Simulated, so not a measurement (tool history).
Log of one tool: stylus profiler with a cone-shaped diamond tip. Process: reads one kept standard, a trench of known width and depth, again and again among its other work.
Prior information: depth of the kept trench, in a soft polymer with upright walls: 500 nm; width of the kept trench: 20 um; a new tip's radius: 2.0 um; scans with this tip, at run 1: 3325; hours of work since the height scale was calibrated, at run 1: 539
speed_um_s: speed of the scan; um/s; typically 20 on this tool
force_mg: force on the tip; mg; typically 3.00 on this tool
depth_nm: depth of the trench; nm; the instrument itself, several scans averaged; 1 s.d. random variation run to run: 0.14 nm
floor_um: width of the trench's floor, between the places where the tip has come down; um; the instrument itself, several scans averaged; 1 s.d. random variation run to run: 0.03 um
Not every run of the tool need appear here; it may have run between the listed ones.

| run | hour | speed_um_s | force_mg | scans with this tip | hours of work since the height scale was calibrated | depth_nm | floor_um |
|---|---|---|---|---|---|---|---|
| 1 | 0.0 | 20 | 3.00 | 3325 | 539 | 507.91 | 17.00 |
| 2 | 29.6 | 20 | 3.00 | 3403 | 551 | 508.14 | 16.97 |
| 3 | 47.8 | 20 | 3.00 | 3450 | 559 | 508.11 | 16.92 |
| 4 | 66.9 | 20 | 3.00 | 3500 | 567 | 508.05 | 16.96 |
| 5 | 103.4 | 16 | 3.00 | 3596 | 583 | 508.03 | 16.92 |
| 6 | 124.9 | 33 | 3.00 | 3652 | 592 | 508.09 | 16.86 |
| 7 | 148.8 | 33 | 3.00 | 3715 | 602 | 508.10 | 16.90 |
| 8 | 188.0 | 33 | 3.00 | 3818 | 619 | 507.95 | 16.91 |
| 9 | 223.6 | 27 | 3.00 | 3911 | 634 | 508.06 | 16.87 |
| 10 | 257.7 | 53 | 2.07 | 4001 | 648 | 506.01 | 16.78 |
| 11 | 275.9 | 44 | 1.53 | 4048 | 656 | 504.69 | 16.82 |
| 12 | 301.7 | 5 | 1.95 | 4116 | 667 | 505.78 | 16.93 |
| 13 | 331.7 | 5 | 1.95 | 4195 | 680 | 506.00 | 16.96 |
| 14 | 358.6 | 5 | 1.95 | 4265 | 691 | 505.81 | 16.95 |
| 15 | 396.3 | 32 | 3.87 | 4364 | 707 | 509.80 | 16.90 |
| 16 | 417.7 | 8 | 6.02 | 4420 | 716 | 512.84 | 16.93 |

Consider 5 possible next runs. They are alternatives, not a sequence: every one starts from the tool as it was left by run 16. What does each give?
| A | 438.1 | 6 | 3.00 | 4474 | 725 | ? | ? |
| B | 438.1 | 10 | 6.02 | 4474 | 725 | ? | ? |
| C | 438.1 | 15 | 1.91 | 4474 | 725 | ? | ? |
| D | 438.1 | 14 | 3.00 | 4474 | 725 | ? | ? |
| E | 438.1 | 8 | 4.48 | 4474 | 725 | ? | ? |

| run | depth_nm | floor_um |
|---|---|---|
| A | 507.90 | 16.90 |
| B | 512.77 | 16.91 |
| C | 505.67 | 16.86 |
| D | 507.57 | 16.94 |
| E | 510.45 | 16.89 |
Without the tool's hidden state the same runs would have given:
| run | depth_nm | floor_um |
|---|---|---|
| A | 508.53 | 17.32 |
| B | 513.40 | 17.33 |
| C | 506.30 | 17.28 |
| D | 508.20 | 17.36 |
| E | 511.08 | 17.32 |

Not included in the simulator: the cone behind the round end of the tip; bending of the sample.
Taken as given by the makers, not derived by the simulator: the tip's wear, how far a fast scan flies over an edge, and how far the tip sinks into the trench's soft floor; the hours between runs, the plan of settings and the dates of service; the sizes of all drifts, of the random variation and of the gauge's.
